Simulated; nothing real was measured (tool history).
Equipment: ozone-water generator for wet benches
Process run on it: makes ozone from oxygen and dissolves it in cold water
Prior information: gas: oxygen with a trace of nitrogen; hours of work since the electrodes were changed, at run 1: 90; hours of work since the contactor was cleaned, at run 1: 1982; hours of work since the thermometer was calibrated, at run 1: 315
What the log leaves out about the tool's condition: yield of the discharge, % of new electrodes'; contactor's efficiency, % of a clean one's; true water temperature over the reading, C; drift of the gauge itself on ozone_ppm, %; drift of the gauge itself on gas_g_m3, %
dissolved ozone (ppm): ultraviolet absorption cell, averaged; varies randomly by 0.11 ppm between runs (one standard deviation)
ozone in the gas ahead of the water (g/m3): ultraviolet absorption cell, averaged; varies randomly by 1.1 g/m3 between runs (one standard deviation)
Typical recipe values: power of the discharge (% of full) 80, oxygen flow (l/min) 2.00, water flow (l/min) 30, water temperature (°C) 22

run	day	power of the discharge (% of full)	oxygen flow (l/min)	water flow (l/min)	water temperature (°C)	hours of work since the electrodes were changed	hours of work since the contactor was cleaned	hours of work since the thermometer was calibrated	dissolved ozone (ppm)	ozone in the gas ahead of the water (g/m3)
1	0.000	80	2.00	30	22	90	1982	315	7.7	185.5
2	2.396	80	2.00	30	22	133	2025	358	7.4	182.2
3	5.229	80	2.00	30	22	185	2076	409	7.5	184.3
4	6.817	80	2.00	36	22	213	2105	438	6.3	183.9
5	9.900	80	2.00	30	26	269	2161	493	7.3	183.5
6	12.112	80	2.00	30	26	309	2200	533	7.4	183.2
7	13.904	80	2.00	30	26	341	2233	565	7.3	184.3
8	15.333	80	2.00	30	26	367	2259	591	7.4	183.8
9	17.050	80	1.81	30	22	398	2290	622	7.4	192.9
10	18.542	80	2.29	20	28	425	2316	649	10.8	168.7
11	21.312	80	2.00	30	15	475	2366	699	7.6	183.5
12	22.629	80	2.00	42	15	498	2390	723	5.3	182.0
13	24.800	80	2.00	42	15	538	2429	762	5.3	181.2
14	27.912	46	1.21	42	21	594	2485	818	2.9	154.2
15	30.054	49	1.76	42	21	632	2524	857	3.2	132.5
16	31.783	51	1.76	21	27	664	2555	888	6.9	135.8
17	33.550	77	1.25	29	20	695	2587	920	6.5	228.5

Table of differences, measured result less the result of that run with no hidden state. Run-to-run variation is the same in both. Gauge scatter possibly is not:
run	dissolved ozone (ppm)	ozone in the gas ahead of the water (g/m3)
1	-0.2	-1.3
2	-0.2	-1.5
3	-0.2	-1.9
4	-0.1	-2.1
5	-0.2	-2.4
6	-0.2	-2.6
7	-0.2	-2.8
8	-0.2	-3.0
9	-0.3	-3.3
10	-0.4	-3.1
11	-0.3	-3.7
12	-0.2	-3.8
13	-0.3	-4.0
14	-0.1	-2.3
15	-0.1	-2.2
16	-0.2	-2.4
17	-0.3	-6.3
